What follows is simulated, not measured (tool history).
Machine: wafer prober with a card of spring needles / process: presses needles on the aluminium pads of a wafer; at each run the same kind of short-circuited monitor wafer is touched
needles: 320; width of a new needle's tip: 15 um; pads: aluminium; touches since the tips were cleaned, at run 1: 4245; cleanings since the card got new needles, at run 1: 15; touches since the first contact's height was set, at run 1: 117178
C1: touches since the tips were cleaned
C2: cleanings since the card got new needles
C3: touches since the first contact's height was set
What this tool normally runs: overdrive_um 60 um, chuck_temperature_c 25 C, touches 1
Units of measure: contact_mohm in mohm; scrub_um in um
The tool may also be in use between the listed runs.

Run 1, hour 0.0: usual settings; C1 4245; C2 15; C3 117178. Result: contact_mohm 341 mohm, scrub_um 8.57 um.
At hour 5.1: tips cleaned on abrasive film.
Run 2, hour 12.2: usual settings; C1 3309; C2 16; C3 122776. Result: contact_mohm 327 mohm, scrub_um 8.53 um.
At hour 18.4: tips cleaned on abrasive film.
Run 3, hour 19.4: usual settings; C1 426; C2 17; C3 126017. Result: contact_mohm 285 mohm, scrub_um 8.52 um.
Run 4, hour 27.1: usual settings; C1 4017; C2 17; C3 129608. Result: contact_mohm 337 mohm, scrub_um 8.52 um.
At hour 31.8: tips cleaned on abrasive film.
Run 5, hour 37.8: usual settings; C1 2769; C2 18; C3 134493. Result: contact_mohm 328 mohm, scrub_um 8.50 um.
At hour 45.5: tips cleaned on abrasive film.
Run 6, hour 48.1: usual settings; C1 1222; C2 19; C3 139187. Result: contact_mohm 298 mohm, scrub_um 8.50 um.
Run 7, hour 54.6: usual settings; C1 4223; C2 19; C3 142188. Result: contact_mohm 339 mohm, scrub_um 8.49 um.
At hour 59.3: tips cleaned on abrasive film.
Run 8, hour 62.7: usual settings; C1 1598; C2 20; C3 145886. Result: contact_mohm 310 mohm, scrub_um 8.46 um.
At hour 73.2: tips cleaned on abrasive film.
Run 9, hour 73.2: usual settings; C1 0; C2 21; C3 150655. Result: contact_mohm 275 mohm, scrub_um 8.48 um.
Run 10, hour 83.9: usual settings but chuck_temperature_c 62 C; C1 4967; C2 21; C3 155622. Result: contact_mohm 353 mohm, scrub_um 8.44 um.
At hour 87.0: tips cleaned on abrasive film.
Run 11, hour 95.7: usual settings but chuck_temperature_c 62 C; C1 4014; C2 22; C3 160977. Result: contact_mohm 349 mohm, scrub_um 8.45 um.
At hour 100.3: tips cleaned on abrasive film.
Run 12, hour 108.2: usual settings; C1 3637; C2 23; C3 166716. Result: contact_mohm 342 mohm, scrub_um 8.44 um.
At hour 113.8: tips cleaned on abrasive film.
Run 13, hour 118.2: usual settings; C1 2023; C2 24; C3 171270. Result: contact_mohm 319 mohm, scrub_um 8.41 um.
Run 14, hour 123.5: usual settings; C1 4468; C2 24; C3 173715. Result: contact_mohm 339 mohm, scrub_um 8.41 um.
At hour 127.6: tips cleaned on abrasive film.
Run 15, hour 132.9: usual settings; C1 2442; C2 25; C3 178009. Result: contact_mohm 323 mohm, scrub_um 8.42 um.
At hour 142.0: tips cleaned on abrasive film.
Run 16, hour 142.8: usual settings; C1 346; C2 26; C3 182527. Result: contact_mohm 285 mohm, scrub_um 8.37 um.
Run 17, hour 148.8: usual settings; C1 3104; C2 26; C3 185285. Result: contact_mohm 332 mohm, scrub_um 8.37 um.
At hour 155.5: tips cleaned on abrasive film.
At hour 156.5: height of the first contact set anew.
Run 18, hour 158.6: usual settings; C1 1281; C2 27; C3 953. Result: contact_mohm 304 mohm, scrub_um 8.80 um.
Run 19, hour 164.1: usual settings; C1 3816; C2 27; C3 3488. Result: contact_mohm 331 mohm, scrub_um 8.80 um.
At hour 169.1: tips cleaned on abrasive film.
Run 20, hour 173.1: usual settings but overdrive_um 66 um, chuck_temperature_c 60 C, touches 2; C1 1873; C2 28; C3 7628. Result: contact_mohm 305 mohm, scrub_um 9.65 um.
Run 21, hour 181.9: usual settings but overdrive_um 66 um, chuck_temperature_c 60 C, touches 2; C1 5941; C2 28; C3 11696. Result: contact_mohm 315 mohm, scrub_um 9.65 um.
At hour 183.0: tips cleaned on abrasive film.
Run 22, hour 190.2: usual settings but overdrive_um 47 um; C1 3338; C2 29; C3 15452. Result: contact_mohm 366 mohm, scrub_um 6.85 um.
At hour 197.1: tips cleaned on abrasive film.
Run 23, hour 201.5: usual settings but overdrive_um 47 um; C1 2040; C2 30; C3 20621. Result: contact_mohm 342 mohm, scrub_um 6.85 um.
At hour 211.1: tips cleaned on abrasive film.
Run 24, hour 213.6: usual settings but chuck_temperature_c 31 C; C1 1174; C2 31; C3 26169. Result: contact_mohm 304 mohm, scrub_um 8.75 um.
Run 25, hour 221.6: usual settings but overdrive_um 58 um, chuck_temperature_c 104 C, touches 2; C1 4840; C2 31; C3 29835. Result: contact_mohm 338 mohm, scrub_um 8.42 um.
At hour 224.6: tips cleaned on abrasive film.
Run 26, hour 232.5: usual settings but overdrive_um 52 um, chuck_temperature_c 101 C, touches 3; C1 3682; C2 32; C3 34852. Result: contact_mohm 325 mohm, scrub_um 7.50 um.
At hour 238.3: tips cleaned on abrasive film.
Run 27, hour 242.3: usual settings but overdrive_um 71 um, chuck_temperature_c 50 C; C1 1854; C2 33; C3 39311. Result: contact_mohm 309 mohm, scrub_um 10.27 um.
Run 28, hour 248.7: usual settings but overdrive_um 71 um, chuck_temperature_c 50 C; C1 4778; C2 33; C3 42235. Result: contact_mohm 332 mohm, scrub_um 10.30 um.
At hour 251.6: tips cleaned on abrasive film.
Run 29, hour 259.6: usual settings but overdrive_um 63 um, chuck_temperature_c 98 C, touches 2; C1 3653; C2 34; C3 47223. Result: contact_mohm 323 mohm, scrub_um 9.09 um.
At hour 265.4: tips cleaned on abrasive film.
Run 30, hour 269.2: usual settings but overdrive_um 52 um, touches 2; C1 1725; C2 35; C3 51605. Result: contact_mohm 308 mohm, scrub_um 7.50 um.
At hour 279.2: tips cleaned on abrasive film.
Run 31, hour 280.2: usual settings but overdrive_um 41 um; C1 459; C2 36; C3 56666. Result: contact_mohm 306 mohm, scrub_um 5.85 um.
Run 32, hour 291.5: usual settings but overdrive_um 65 um, chuck_temperature_c 68 C, touches 2; C1 5662; C2 36; C3 61869. Result: contact_mohm 326 mohm, scrub_um 9.37 um.
At hour 292.6: tips cleaned on abrasive film.
Run 33, hour 297.2: usual settings; C1 2119; C2 37; C3 64446. Result: contact_mohm 324 mohm, scrub_um 8.62 um.
Run 34, hour 302.8: usual settings but chuck_temperature_c 63 C; C1 4693; C2 37; C3 67020. Result: contact_mohm 353 mohm, scrub_um 8.62 um.

What would each run have given without the hidden state, its run-to-run variation left as it was?
Unlogged tool condition in this case: debris on the tips, nm; way that the needles fall short of the set height, um; tips' diameter, um; drift of the gauge itself on contact_mohm, %; drift of the gauge itself on scrub_um, %.
run  contact_mohm  scrub_um
  1           272      8.81
  2           270      8.78
  3           268      8.80
  4           270      8.79
  5           272      8.79
  6           269      8.81
  7           271      8.79
  8           271      8.78
  9           271      8.81
 10           284      8.77
 11           285      8.80
 12           276      8.79
 13           274      8.79
 14           270      8.79
 15           270      8.81
 16           270      8.78
 17           269      8.78
 18           271      8.80
 19           270      8.80
 20           283      9.67
 21           278      9.68
 22           275      6.88
 23           273      6.90
 24           272      8.82
 25           296      8.49
 26           298      7.58
 27           276     10.37
 28           279     10.40
 29           290      9.21
 30           274      7.64
 31           276      6.01
 32           287      9.53
 33           271      8.79
 34           281      8.79

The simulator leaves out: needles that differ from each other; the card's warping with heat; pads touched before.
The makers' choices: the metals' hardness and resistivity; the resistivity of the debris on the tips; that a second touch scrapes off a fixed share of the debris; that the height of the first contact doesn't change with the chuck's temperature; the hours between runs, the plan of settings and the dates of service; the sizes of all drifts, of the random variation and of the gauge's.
